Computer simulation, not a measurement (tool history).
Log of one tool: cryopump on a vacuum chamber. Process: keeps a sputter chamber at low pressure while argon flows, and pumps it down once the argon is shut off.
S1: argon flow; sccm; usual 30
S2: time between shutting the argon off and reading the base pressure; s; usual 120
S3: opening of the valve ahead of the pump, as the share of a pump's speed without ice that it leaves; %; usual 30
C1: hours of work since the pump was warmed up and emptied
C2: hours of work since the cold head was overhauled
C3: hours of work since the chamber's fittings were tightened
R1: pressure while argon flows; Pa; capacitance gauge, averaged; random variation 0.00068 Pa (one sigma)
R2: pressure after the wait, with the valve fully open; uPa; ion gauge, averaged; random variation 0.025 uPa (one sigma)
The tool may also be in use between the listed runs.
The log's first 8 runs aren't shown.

run 9 hour=639.2 | S1=30 S2=137 S3=39 | C1=213 C2=1801 C3=2262 | R1=0.0941 R2=2.15
run 10 hour=718.6 | S1=20 S2=120 S3=30 | C1=276 C2=1864 C3=2325 | R1=0.0835 R2=2.37
-- hour=725.8 leaking fittings of the chamber tightened, without venting
run 11 hour=785.8 | S1=20 S2=120 S3=30 | C1=327 C2=1916 C3=47 | R1=0.0836 R2=1.18
run 12 hour=878.1 | S1=26 S2=120 S3=30 | C1=400 C2=1989 C3=120 | R1=0.1118 R2=1.26
run 13 hour=965.8 | S1=26 S2=120 S3=30 | C1=469 C2=2058 C3=190 | R1=0.1143 R2=1.33
-- hour=1012.1 pump warmed up, emptied and cooled again
run 14 hour=1039.2 | S1=30 S2=120 S3=30 | C1=21 C2=2112 C3=244 | R1=0.1165 R2=1.19
run 15 hour=1120.2 | S1=30 S2=120 S3=30 | C1=85 C2=2176 C3=308 | R1=0.1181 R2=1.2
run 16 hour=1199.8 | S1=30 S2=120 S3=30 | C1=148 C2=2239 C3=371 | R1=0.121 R2=1.29
run 17 hour=1290.6 | S1=30 S2=120 S3=30 | C1=220 C2=2310 C3=442 | R1=0.1234 R2=1.27
run 18 hour=1356.7 | S1=30 S2=120 S3=21 | C1=272 C2=2363 C3=495 | R1=0.1723 R2=1.42
run 19 hour=1440.7 | S1=12 S2=43 S3=51 | C1=339 C2=2429 C3=561 | R1=0.0319 R2=3.09
run 20 hour=1496.8 | S1=41 S2=272 S3=31 | C1=383 C2=2473 C3=605 | R1=0.1697 R2=1.06
run 21 hour=1608.1 | S1=24 S2=43 S3=28 | C1=471 C2=2561 C3=693 | R1=0.1115 R2=3.1
-- hour=1656.4 pump warmed up, emptied and cooled again
run 22 hour=1716.8 | S1=24 S2=43 S3=28 | C1=48 C2=2643 C3=775 | R1=0.1011 R2=2.96
run 23 hour=1782.5 | S1=24 S2=43 S3=28 | C1=100 C2=2695 C3=827 | R1=0.1015 R2=3.05
run 24 hour=1860.6 | S1=24 S2=105 S3=16 | C1=161 C2=2757 C3=889 | R1=0.177 R2=1.69
run 25 hour=1963.9 | S1=58 S2=29 S3=30 | C1=243 C2=2838 C3=970 | R1=0.2384 R2=4.25
run 26 hour=2047 | S1=58 S2=29 S3=52 | C1=309 C2=2904 C3=1036 | R1=0.1481 R2=4.35
run 27 hour=2148.3 | S1=25 S2=42 S3=16 | C1=389 C2=2984 C3=1116 | R1=0.1917 R2=3.36

The next listed run, before its measurement:
run 28 hour=2252 | S1=30 S2=73 S3=30 | C1=471 C2=3066 C3=1198 | R1=? R2=?

{"run 28": {"R1": 0.1325, "R2": 2.55}}
Without the tool's hidden state the same run would have given R1 0.1154 Pa, R2 1.63 uPa.

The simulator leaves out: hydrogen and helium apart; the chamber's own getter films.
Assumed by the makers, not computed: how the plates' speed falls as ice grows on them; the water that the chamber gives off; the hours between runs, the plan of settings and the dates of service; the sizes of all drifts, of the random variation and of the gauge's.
